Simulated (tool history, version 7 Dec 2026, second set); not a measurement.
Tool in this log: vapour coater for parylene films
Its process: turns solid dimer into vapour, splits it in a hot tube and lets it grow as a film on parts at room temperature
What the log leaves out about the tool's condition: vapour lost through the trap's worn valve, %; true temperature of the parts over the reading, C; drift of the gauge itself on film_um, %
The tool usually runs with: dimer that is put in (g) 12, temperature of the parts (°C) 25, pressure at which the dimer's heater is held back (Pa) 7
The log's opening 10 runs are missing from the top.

| run | hour | dimer that is put in (g) | temperature of the parts (°C) | pressure at which the dimer's heater is held back (Pa) | hours of work since the trap's valve was overhauled | hours of work since the table's thermometer was calibrated | thickness of the film (µm) |
|---|---|---|---|---|---|---|---|
| 11 | 501.3 | 12 | 25 | 2.07 | 260 | 424 | 11.28 |
| 12 | 540.5 | 12 | 25 | 10.11 | 278 | 442 | 9.69 |
| 13 | 587.6 | 12 | 25 | 10.11 | 299 | 463 | 9.73 |
| 14 | 642.2 | 12 | 25 | 7 | 324 | 488 | 10.01 |
| 15 | 702.8 | 12 | 25 | 2.71 | 351 | 515 | 10.98 |
|  | 742.1 | trap's valve overhauled |
| 16 | 778.1 | 12 | 25 | 2.71 | 16 | 548 | 11.07 |
| 17 | 812.7 | 12 | 25 | 2.71 | 32 | 563 | 11.02 |
| 18 | 870.7 | 12 | 25 | 2.71 | 58 | 589 | 11.18 |
| 19 | 924.5 | 12 | 25 | 2.71 | 82 | 614 | 11.09 |
| 20 | 959.6 | 12 | 25 | 7 | 98 | 629 | 10.14 |
| 21 | 1006.7 | 12 | 25 | 7 | 119 | 651 | 10.19 |
| 22 | 1073 | 12 | 25 | 6.59 | 149 | 681 | 10.22 |
| 23 | 1134.8 | 12 | 25 | 6.59 | 177 | 708 | 10.08 |
| 24 | 1169.3 | 12 | 35 | 5.24 | 193 | 724 | 8.69 |
| 25 | 1238.9 | 9 | 25 | 9.46 | 224 | 755 | 7.23 |
| 26 | 1272.1 | 12 | 33 | 7 | 239 | 770 | 8.79 |

Run 27 has not been measured yet. What should we expect?
| 27 | 1329.1 | 12 | 26 | 8.58 | 265 | 796 | ? |

For run 27 the tool returned thickness of the film (µm) 9.71.
If the tool had no hidden condition, the same run with the same run-to-run variation would have returned thickness of the film (µm) 9.76.

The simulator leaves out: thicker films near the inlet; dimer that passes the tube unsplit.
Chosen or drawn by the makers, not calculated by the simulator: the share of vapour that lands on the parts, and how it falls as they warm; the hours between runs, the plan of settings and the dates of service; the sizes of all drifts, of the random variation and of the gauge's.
